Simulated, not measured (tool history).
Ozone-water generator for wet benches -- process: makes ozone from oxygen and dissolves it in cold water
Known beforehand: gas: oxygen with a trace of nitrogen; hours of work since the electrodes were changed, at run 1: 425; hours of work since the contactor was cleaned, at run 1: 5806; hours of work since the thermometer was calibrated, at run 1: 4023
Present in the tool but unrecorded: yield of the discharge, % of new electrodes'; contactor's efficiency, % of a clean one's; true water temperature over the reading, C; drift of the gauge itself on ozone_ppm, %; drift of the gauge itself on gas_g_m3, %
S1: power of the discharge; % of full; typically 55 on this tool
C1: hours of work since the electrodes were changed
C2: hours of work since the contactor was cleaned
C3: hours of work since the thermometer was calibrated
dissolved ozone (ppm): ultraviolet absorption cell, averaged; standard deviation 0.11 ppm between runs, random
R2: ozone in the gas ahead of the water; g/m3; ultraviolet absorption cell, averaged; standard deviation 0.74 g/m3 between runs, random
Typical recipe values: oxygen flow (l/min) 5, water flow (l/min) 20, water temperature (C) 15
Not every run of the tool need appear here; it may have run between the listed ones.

run 1 hour=0 | S1=55 oxygen_flow_(l/min)=5 water_flow_(l/min)=20 water_temperature_(C)=15 | C1=425 C2=5806 C3=4023 | dissolved_ozone_(ppm)=15 R2=134.5
run 2 hour=45.2 | S1=55 oxygen_flow_(l/min)=5 water_flow_(l/min)=19 water_temperature_(C)=15 | C1=460 C2=5842 C3=4058 | dissolved_ozone_(ppm)=15.6 R2=133.8
run 3 hour=70.5 | S1=55 oxygen_flow_(l/min)=5 water_flow_(l/min)=19 water_temperature_(C)=15 | C1=480 C2=5861 C3=4078 | dissolved_ozone_(ppm)=15.6 R2=133.7
run 4 hour=121.6 | S1=55 oxygen_flow_(l/min)=5 water_flow_(l/min)=19 water_temperature_(C)=15 | C1=520 C2=5901 C3=4118 | dissolved_ozone_(ppm)=15.6 R2=134
run 5 hour=181.8 | S1=55 oxygen_flow_(l/min)=5 water_flow_(l/min)=19 water_temperature_(C)=15 | C1=567 C2=5948 C3=4164 | dissolved_ozone_(ppm)=15.6 R2=132.5
run 6 hour=235.8 | S1=55 oxygen_flow_(l/min)=5 water_flow_(l/min)=19 water_temperature_(C)=15 | C1=609 C2=5990 C3=4206 | dissolved_ozone_(ppm)=15.6 R2=133.3
run 7 hour=295.1 | S1=55 oxygen_flow_(l/min)=5 water_flow_(l/min)=20 water_temperature_(C)=15 | C1=655 C2=6036 C3=4253 | dissolved_ozone_(ppm)=15 R2=133.3
run 8 hour=351.2 | S1=55 oxygen_flow_(l/min)=5 water_flow_(l/min)=20 water_temperature_(C)=15 | C1=698 C2=6080 C3=4296 | dissolved_ozone_(ppm)=15.2 R2=132.2
run 9 hour=400.4 | S1=43 oxygen_flow_(l/min)=2.79 water_flow_(l/min)=20 water_temperature_(C)=15 | C1=737 C2=6118 C3=4334 | dissolved_ozone_(ppm)=10.7 R2=136.7
run 10 hour=444.2 | S1=77 oxygen_flow_(l/min)=5 water_flow_(l/min)=20 water_temperature_(C)=7 | C1=771 C2=6152 C3=4369 | dissolved_ozone_(ppm)=22.5 R2=180.6
run 11 hour=498 | S1=87 oxygen_flow_(l/min)=5 water_flow_(l/min)=29 water_temperature_(C)=15 | C1=813 C2=6194 C3=4411 | dissolved_ozone_(ppm)=17.4 R2=202.9
run 12 hour=533.1 | S1=87 oxygen_flow_(l/min)=5 water_flow_(l/min)=29 water_temperature_(C)=15 | C1=840 C2=6221 C3=4438 | dissolved_ozone_(ppm)=17 R2=201
run 13 hour=563 | S1=61 oxygen_flow_(l/min)=5 water_flow_(l/min)=29 water_temperature_(C)=18 | C1=863 C2=6245 C3=4461 | dissolved_ozone_(ppm)=12 R2=144.4

3 options for the next run, each taken on its own from the tool as it stands now. Forecast them:
run A hour=613.3 | S1=55 oxygen_flow_(l/min)=7.86 water_flow_(l/min)=20 water_temperature_(C)=15 | C1=903 C2=6284 C3=4500 | dissolved_ozone_(ppm)=? R2=?
run B hour=613.3 | S1=55 oxygen_flow_(l/min)=5 water_flow_(l/min)=26 water_temperature_(C)=15 | C1=903 C2=6284 C3=4500 | dissolved_ozone_(ppm)=? R2=?
run C hour=613.3 | S1=61 oxygen_flow_(l/min)=5 water_flow_(l/min)=29 water_temperature_(C)=11 | C1=903 C2=6284 C3=4500 | dissolved_ozone_(ppm)=? R2=?

run=A dissolved_ozone_(ppm)=15.5 R2=107
run=B dissolved_ozone_(ppm)=12.1 R2=131
run=C dissolved_ozone_(ppm)=13 R2=143.5
The same runs, with their run-to-run variation unchanged, on a tool lacking any hidden condition would have given:
run=A dissolved_ozone_(ppm)=15.6 R2=109.2
run=B dissolved_ozone_(ppm)=12.1 R2=133.6
run=C dissolved_ozone_(ppm)=13 R2=146.4
